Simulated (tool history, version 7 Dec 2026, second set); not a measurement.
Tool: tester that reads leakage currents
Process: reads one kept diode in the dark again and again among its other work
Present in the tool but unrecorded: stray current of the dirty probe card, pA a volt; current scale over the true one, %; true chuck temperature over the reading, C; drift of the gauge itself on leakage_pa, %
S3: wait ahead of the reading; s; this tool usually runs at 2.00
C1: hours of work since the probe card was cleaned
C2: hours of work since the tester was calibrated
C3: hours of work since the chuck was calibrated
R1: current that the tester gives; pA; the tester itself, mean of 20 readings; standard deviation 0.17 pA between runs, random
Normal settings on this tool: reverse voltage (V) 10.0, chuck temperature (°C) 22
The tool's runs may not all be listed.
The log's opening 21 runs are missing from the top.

{"run": 22, "hour": 1513.9, "reverse voltage (V)": 3.9, "chuck temperature (°C)": 52, "S3": 1.28, "C1": 2830, "C2": 1359, "C3": 2186, "R1": 369.74}
{"hour": 1562.0, "done": "chuck's temperature calibrated"}
{"run": 23, "hour": 1609.6, "reverse voltage (V)": 5.5, "chuck temperature (°C)": 22, "S3": 1.28, "C1": 2887, "C2": 1417, "C3": 29, "R1": 39.61}
{"run": 24, "hour": 1655.6, "reverse voltage (V)": 11.8, "chuck temperature (°C)": 44, "S3": 3.74, "C1": 2915, "C2": 1445, "C3": 57, "R1": 381.7}
{"run": 25, "hour": 1706.2, "reverse voltage (V)": 11.8, "chuck temperature (°C)": 47, "S3": 2.23, "C1": 2946, "C2": 1476, "C3": 88, "R1": 484.37}
{"run": 26, "hour": 1807.9, "reverse voltage (V)": 10.0, "chuck temperature (°C)": 22, "S3": 0.4, "C1": 3009, "C2": 1539, "C3": 151, "R1": 63.87}
{"run": 27, "hour": 1909.6, "reverse voltage (V)": 10.0, "chuck temperature (°C)": 21, "S3": 0.4, "C1": 3071, "C2": 1601, "C3": 213, "R1": 59.14}
{"run": 28, "hour": 2008.4, "reverse voltage (V)": 10.9, "chuck temperature (°C)": 41, "S3": 0.63, "C1": 3132, "C2": 1662, "C3": 274, "R1": 292.15}
{"run": 29, "hour": 2059.7, "reverse voltage (V)": 1.2, "chuck temperature (°C)": 36, "S3": 5.35, "C1": 3164, "C2": 1693, "C3": 306, "R1": 52.64}
{"run": 30, "hour": 2151.1, "reverse voltage (V)": 1.2, "chuck temperature (°C)": 23, "S3": 5.35, "C1": 3220, "C2": 1749, "C3": 362, "R1": 17.21}
{"run": 31, "hour": 2210.1, "reverse voltage (V)": 3.2, "chuck temperature (°C)": 38, "S3": 3.72, "C1": 3256, "C2": 1786, "C3": 398, "R1": 110.17}

Each row is a separate what-if for the run after 31, all from the same tool condition, not one after another. Results?
{"run": "A", "hour": 2260.8, "reverse voltage (V)": 10.0, "chuck temperature (°C)": 29, "S3": 2.0, "C1": 3287, "C2": 1817, "C3": 429, "R1": "?"}
{"run": "B", "hour": 2260.8, "reverse voltage (V)": 14.4, "chuck temperature (°C)": 51, "S3": 6.32, "C1": 3287, "C2": 1817, "C3": 429, "R1": "?"}
{"run": "C", "hour": 2260.8, "reverse voltage (V)": 3.2, "chuck temperature (°C)": 27, "S3": 0.84, "C1": 3287, "C2": 1817, "C3": 429, "R1": "?"}

run=A R1=102.90
run=B R1=728.80
run=C R1=44.78
Stripped of hidden state, with their random variation kept, the same runs would have yielded:
run=A R1=102.79
run=B R1=728.74
run=C R1=44.74

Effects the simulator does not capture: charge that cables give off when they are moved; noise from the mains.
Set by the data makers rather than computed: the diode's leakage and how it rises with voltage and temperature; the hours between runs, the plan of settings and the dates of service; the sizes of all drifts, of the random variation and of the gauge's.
